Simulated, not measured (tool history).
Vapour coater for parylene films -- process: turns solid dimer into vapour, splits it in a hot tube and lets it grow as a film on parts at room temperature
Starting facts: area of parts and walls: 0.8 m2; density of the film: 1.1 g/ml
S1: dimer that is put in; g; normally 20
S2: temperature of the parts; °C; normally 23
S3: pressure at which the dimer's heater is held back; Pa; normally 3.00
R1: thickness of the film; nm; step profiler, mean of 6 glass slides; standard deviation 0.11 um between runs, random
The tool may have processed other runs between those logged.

Run 1, day 0.000: usual settings. Result: R1 17760 nm.
Run 2, day 1.038: usual settings. Result: R1 17690 nm.
Run 3, day 1.883: usual settings. Result: R1 17620 nm.
Run 4, day 2.529: usual settings but S1 9 g. Result: R1 7890 nm.
Run 5, day 3.212: usual settings. Result: R1 17670 nm.
Run 6, day 4.196: usual settings. Result: R1 17530 nm.
At day 5.067: trap's valve overhauled.
Run 7, day 5.271: usual settings but S1 12 g. Result: R1 11150 nm.
Run 8, day 6.221: usual settings but S2 30 °C. Result: R1 16320 nm.
Run 9, day 7.017: usual settings but S2 30 °C. Result: R1 16200 nm.
Run 10, day 7.562: usual settings. Result: R1 18540 nm.
Run 11, day 8.362: usual settings. Result: R1 18600 nm.
At day 8.479: table's thermometer calibrated.
Run 12, day 9.017: usual settings but S3 2.53 Pa. Result: R1 18950 nm.
Run 13, day 9.479: usual settings. Result: R1 18330 nm.
Run 14, day 9.917: usual settings. Result: R1 18380 nm.
Run 15, day 10.942: usual settings but S3 8.10 Pa. Result: R1 16160 nm.
Run 16, day 11.421: usual settings but S3 8.10 Pa. Result: R1 15930 nm.
Run 17, day 11.862: usual settings but S3 8.10 Pa. Result: R1 15940 nm.
Run 18, day 12.467: usual settings but S3 8.10 Pa. Result: R1 16050 nm.
Run 19, day 13.058: usual settings but S3 8.10 Pa. Result: R1 15940 nm.
Run 20, day 13.771: usual settings but S3 8.10 Pa. Result: R1 16000 nm.
At day 14.046: table's thermometer calibrated, once more.
Run 21, day 14.812: usual settings but S3 8.10 Pa. Result: R1 16280 nm.
Run 22, day 15.312: usual settings but S3 2.05 Pa. Result: R1 19220 nm.
Run 23, day 16.162: usual settings but S1 14 g, S3 2.05 Pa. Result: R1 13670 nm.
Run 24, day 16.738: usual settings but S1 14 g, S2 22 °C, S3 4.36 Pa. Result: R1 12470 nm.
Run 25, day 17.804: usual settings but S1 18 g, S2 15 °C, S3 2.43 Pa. Result: R1 19560 nm.
Run 26, day 18.738: usual settings but S1 18 g, S2 15 °C, S3 2.43 Pa. Result: R1 19400 nm.
Run 27, day 19.525: usual settings but S1 17 g, S2 27 °C, S3 4.44 Pa. Result: R1 13670 nm.
Run 28, day 20.383: usual settings but S1 33 g, S3 2.24 Pa. Result: R1 30990 nm.
Run 29, day 21.154: usual settings but S1 23 g, S2 15 °C, S3 8.14 Pa. Result: R1 21080 nm.
Run 30, day 22.029: usual settings but S1 17 g, S2 29 °C, S3 4.51 Pa. Result: R1 13130 nm.
Run 31, day 22.696: usual settings but S2 27 °C, S3 8.68 Pa. Result: R1 14710 nm.
Run 32, day 23.462: usual settings but S1 24 g, S2 27 °C, S3 8.68 Pa. Result: R1 17710 nm.
Run 33, day 24.288: usual settings but S1 24 g, S2 27 °C, S3 8.68 Pa. Result: R1 17510 nm.
Run 34, day 24.917: usual settings but S3 2.18 Pa. Result: R1 18770 nm.
Run 35, day 25.512: usual settings but S2 24 °C, S3 2.18 Pa. Result: R1 18690 nm.
Run 36, day 26.046: usual settings but S1 17 g, S2 17 °C. Result: R1 17030 nm.
Run 37, day 26.621: usual settings but S1 15 g, S2 26 °C. Result: R1 12680 nm.
Run 38, day 27.629: usual settings but S1 19 g, S2 32 °C, S3 5.47 Pa. Result: R1 13310 nm.
Run 39, day 28.096: usual settings but S2 32 °C, S3 2.22 Pa. Result: R1 15930 nm.
Run 40, day 28.792: usual settings but S2 32 °C, S3 2.22 Pa. Result: R1 15930 nm.
Run 41, day 29.804: usual settings but S1 10 g, S2 24 °C, S3 3.89 Pa. Result: R1 8510 nm.
Run 42, day 30.683: usual settings but S3 4.62 Pa. Result: R1 16810 nm.
Run 43, day 31.179: usual settings but S1 36 g, S3 4.62 Pa. Result: R1 30090 nm.

Alternative continuations, all from the tool just after run 43; predict every row:
Run A, day 32.246: usual settings but S1 36 g, S2 19 °C, S3 4.62 Pa. Result: R1 ?.
Run B, day 32.246: usual settings but S1 25 g, S2 21 °C, S3 7.56 Pa. Result: R1 ?.
Run C, day 32.246: usual settings but S1 11 g, S2 26 °C, S3 6.28 Pa. Result: R1 ?.
Run D, day 32.246: usual settings but S1 17 g. Result: R1 ?.

run     R1
  A  32540
  B  20700
  C   8510
  D  15110
Without the tool's hidden state the same runs would have given:
run     R1
  A  34320
  B  21830
  C   8970
  D  15940

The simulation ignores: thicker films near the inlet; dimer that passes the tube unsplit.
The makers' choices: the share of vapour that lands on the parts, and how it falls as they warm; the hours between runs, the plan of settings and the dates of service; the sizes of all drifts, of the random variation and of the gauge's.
